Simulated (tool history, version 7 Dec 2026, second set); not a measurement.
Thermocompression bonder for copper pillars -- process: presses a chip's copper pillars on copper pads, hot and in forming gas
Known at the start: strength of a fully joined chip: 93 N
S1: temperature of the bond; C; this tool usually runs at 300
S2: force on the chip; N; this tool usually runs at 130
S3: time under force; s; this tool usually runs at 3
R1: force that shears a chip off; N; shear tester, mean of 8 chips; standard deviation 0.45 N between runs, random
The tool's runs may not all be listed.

run 1 hour=0 | S1=300 S2=130 S3=3 | R1=36.6
-- hour=31.8 forming gas filter changed
run 2 hour=57.3 | S1=273 S2=130 S3=3 | R1=27.2
run 3 hour=86.1 | S1=300 S2=94 S3=3 | R1=28.1
run 4 hour=130.1 | S1=300 S2=130 S3=3 | R1=38.1
run 5 hour=174.7 | S1=300 S2=130 S3=3 | R1=38.2
run 6 hour=215.2 | S1=300 S2=130 S3=3 | R1=36.7
run 7 hour=252.4 | S1=300 S2=130 S3=3 | R1=36.9
-- hour=260.1 heater calibrated with a thermocouple chip
run 8 hour=293.8 | S1=300 S2=143 S3=2 | R1=32
-- hour=344.2 force cell calibrated
run 9 hour=345.3 | S1=285 S2=118 S3=3 | R1=26.5
run 10 hour=399.1 | S1=277 S2=126 S3=3 | R1=23.9
-- hour=404.8 heater calibrated with a thermocouple chip, once more
run 11 hour=458.2 | S1=279 S2=80 S3=6 | R1=24.3
run 12 hour=522.7 | S1=300 S2=130 S3=2 | R1=33.6
-- hour=528.6 forming gas filter changed
run 13 hour=550.8 | S1=307 S2=154 S3=3 | R1=52.5
run 14 hour=586.2 | S1=307 S2=154 S3=3 | R1=52.4

4 ways to go on from here, each from the tool as it stands after run 14. What would each give?
run A hour=632.5 | S1=307 S2=139 S3=3 | R1=?
run B hour=632.5 | S1=307 S2=160 S3=5 | R1=?
run C hour=632.5 | S1=277 S2=187 S3=3 | R1=?
run D hour=632.5 | S1=275 S2=130 S3=6 | R1=?

run=A R1=47.7
run=B R1=61.7
run=C R1=44.1
run=D R1=40.3
With the hidden condition removed and each run's random variation left untouched, the same runs would have given:
run=A R1=49.6
run=B R1=64
run=C R1=45.9
run=D R1=42
